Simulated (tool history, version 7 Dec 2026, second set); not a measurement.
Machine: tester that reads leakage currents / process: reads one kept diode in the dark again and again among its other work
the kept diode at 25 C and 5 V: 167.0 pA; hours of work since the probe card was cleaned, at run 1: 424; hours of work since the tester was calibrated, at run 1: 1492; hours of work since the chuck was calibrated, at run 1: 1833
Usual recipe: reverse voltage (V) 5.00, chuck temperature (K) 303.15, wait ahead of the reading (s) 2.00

run	hour	reverse voltage (V)	chuck temperature (K)	wait ahead of the reading (s)	hours of work since the probe card was cleaned	hours of work since the tester was calibrated	hours of work since the chuck was calibrated	current that the tester gives (pA)
1	0.0	5.00	303.15	2.00	424	1492	1833	238.27
2	52.5	5.00	303.15	2.00	456	1524	1865	238.69
3	90.1	5.00	303.15	2.00	479	1547	1887	238.87
4	134.4	5.00	303.15	2.00	506	1573	1914	238.13
5	177.9	5.00	303.15	2.00	532	1600	1941	238.37
6	241.7	5.00	303.15	2.00	571	1639	1979	237.54
7	309.5	5.00	303.15	2.00	612	1680	2021	237.42
8	366.0	5.00	303.15	3.70	646	1714	2055	236.62
9	417.7	5.00	303.15	3.70	678	1745	2086	236.92
10	464.6	5.00	303.15	3.70	706	1774	2115	235.47
11	511.9	5.00	303.15	3.70	735	1803	2143	235.21
12	587.5	1.62	295.15	2.62	781	1848	2189	61.45
13	637.7	1.62	295.15	2.62	811	1879	2220	61.37
14	691.5	2.28	311.15	0.72	844	1912	2252	314.61
15	748.3	2.28	311.15	0.72	878	1946	2287	311.49
16	791.1	2.28	311.15	0.59	904	1972	2313	311.62
# hour 823.3: chuck's temperature calibrated
17	865.6	2.28	311.15	0.59	948	2016	26	358.53
18	910.5	5.00	332.15	2.14	975	2043	53	2917.82
19	993.0	2.84	332.15	2.14	1026	2093	103	2159.56

Same runs, no hidden state in the tool, same run-to-run variation:
Hidden state at play: stray current of the dirty probe card, pA a volt; current scale over the true one, %; true chuck temperature over the reading, C; drift of the gauge itself on leakage_pa, %.
run	current that the tester gives (pA)
1	264.02
2	264.86
3	265.32
4	264.84
5	265.44
6	265.00
7	265.38
8	264.84
9	265.60
10	264.31
11	264.34
12	69.57
13	69.59
14	354.98
15	352.09
16	352.73
17	354.00
18	2891.10
19	2145.25

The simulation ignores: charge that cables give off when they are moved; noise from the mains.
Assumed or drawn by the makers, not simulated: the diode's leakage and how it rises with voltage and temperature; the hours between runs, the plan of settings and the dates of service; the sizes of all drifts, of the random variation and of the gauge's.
